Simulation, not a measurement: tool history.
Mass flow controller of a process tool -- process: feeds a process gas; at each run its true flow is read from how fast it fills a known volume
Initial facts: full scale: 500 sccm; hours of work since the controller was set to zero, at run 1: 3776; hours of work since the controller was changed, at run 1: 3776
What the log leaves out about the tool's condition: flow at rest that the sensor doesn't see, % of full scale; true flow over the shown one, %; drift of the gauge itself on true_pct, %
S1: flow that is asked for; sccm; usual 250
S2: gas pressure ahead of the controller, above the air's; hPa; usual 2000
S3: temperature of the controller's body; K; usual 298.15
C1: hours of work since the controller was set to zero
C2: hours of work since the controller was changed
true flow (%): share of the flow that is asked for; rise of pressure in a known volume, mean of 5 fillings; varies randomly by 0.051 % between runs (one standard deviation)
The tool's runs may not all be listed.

Run 1, hour 0.0: usual settings; C1 3776; C2 3776. Result: true flow (%) 98.91.
Run 2, hour 140.2: usual settings but S1 206 sccm; C1 3855; C2 3855. Result: true flow (%) 98.82.
Run 3, hour 288.4: usual settings but S1 206 sccm; C1 3940; C2 3940. Result: true flow (%) 98.89.
Run 4, hour 520.3: usual settings but S1 154 sccm; C1 4072; C2 4072. Result: true flow (%) 98.81.
Run 5, hour 789.6: usual settings but S1 154 sccm; C1 4225; C2 4225. Result: true flow (%) 98.81.
Run 6, hour 1027.3: usual settings but S1 103 sccm; C1 4361; C2 4361. Result: true flow (%) 99.20.
Run 7, hour 1152.9: usual settings but S2 2200 hPa; C1 4432; C2 4432. Result: true flow (%) 99.04.
Run 8, hour 1301.8: usual settings but S2 2200 hPa; C1 4517; C2 4517. Result: true flow (%) 99.09.
Run 9, hour 1520.3: usual settings but S2 2200 hPa; C1 4642; C2 4642. Result: true flow (%) 99.16.
Run 10, hour 1699.5: usual settings but S2 2200 hPa; C1 4744; C2 4744. Result: true flow (%) 99.15.
Run 11, hour 1843.5: usual settings but S2 1540 hPa; C1 4826; C2 4826. Result: true flow (%) 98.70.
Run 12, hour 2051.2: usual settings but S2 1540 hPa; C1 4944; C2 4944. Result: true flow (%) 98.58.
Run 13, hour 2208.1: usual settings but S2 1540 hPa; C1 5033; C2 5033. Result: true flow (%) 98.66.
Run 14, hour 2331.7: usual settings but S2 1530 hPa; C1 5104; C2 5104. Result: true flow (%) 98.73.
Run 15, hour 2585.7: usual settings but S1 75 sccm, S2 1530 hPa; C1 5249; C2 5249. Result: true flow (%) 99.84.
Run 16, hour 2748.4: usual settings but S1 75 sccm, S2 1530 hPa; C1 5341; C2 5341. Result: true flow (%) 99.79.
Run 17, hour 3013.3: usual settings but S1 75 sccm, S2 1530 hPa; C1 5492; C2 5492. Result: true flow (%) 99.90.
Run 18, hour 3257.3: usual settings but S1 75 sccm, S2 1530 hPa; C1 5631; C2 5631. Result: true flow (%) 99.95.
Run 19, hour 3403.8: usual settings; C1 5715; C2 5715. Result: true flow (%) 99.03.
At hour 3428.8: controller's zero set anew.
Run 20, hour 3686.9: usual settings but S2 1910 hPa; C1 147; C2 5876. Result: true flow (%) 99.07.
Run 21, hour 3857.1: usual settings but S1 209 sccm; C1 244; C2 5973. Result: true flow (%) 99.21.
Run 22, hour 4077.2: usual settings; C1 369; C2 6098. Result: true flow (%) 99.24.
Run 23, hour 4337.0: usual settings; C1 517; C2 6246. Result: true flow (%) 99.18.
Run 24, hour 4594.6: usual settings; C1 664; C2 6393. Result: true flow (%) 99.33.
At hour 4668.9: controller's zero set anew, once more.
Run 25, hour 4818.8: usual settings; C1 85; C2 6520. Result: true flow (%) 98.03.
Run 26, hour 4946.9: usual settings; C1 158; C2 6593. Result: true flow (%) 98.05.

Estimate the outcome of run 27 from the log above:
Run 27, hour 5175.3: usual settings; C1 288; C2 6723. Result: true flow (%) ?.

true flow (%): 98.04
The same run, on a tool lacking any hidden state, would have yielded true flow (%) 98.58.

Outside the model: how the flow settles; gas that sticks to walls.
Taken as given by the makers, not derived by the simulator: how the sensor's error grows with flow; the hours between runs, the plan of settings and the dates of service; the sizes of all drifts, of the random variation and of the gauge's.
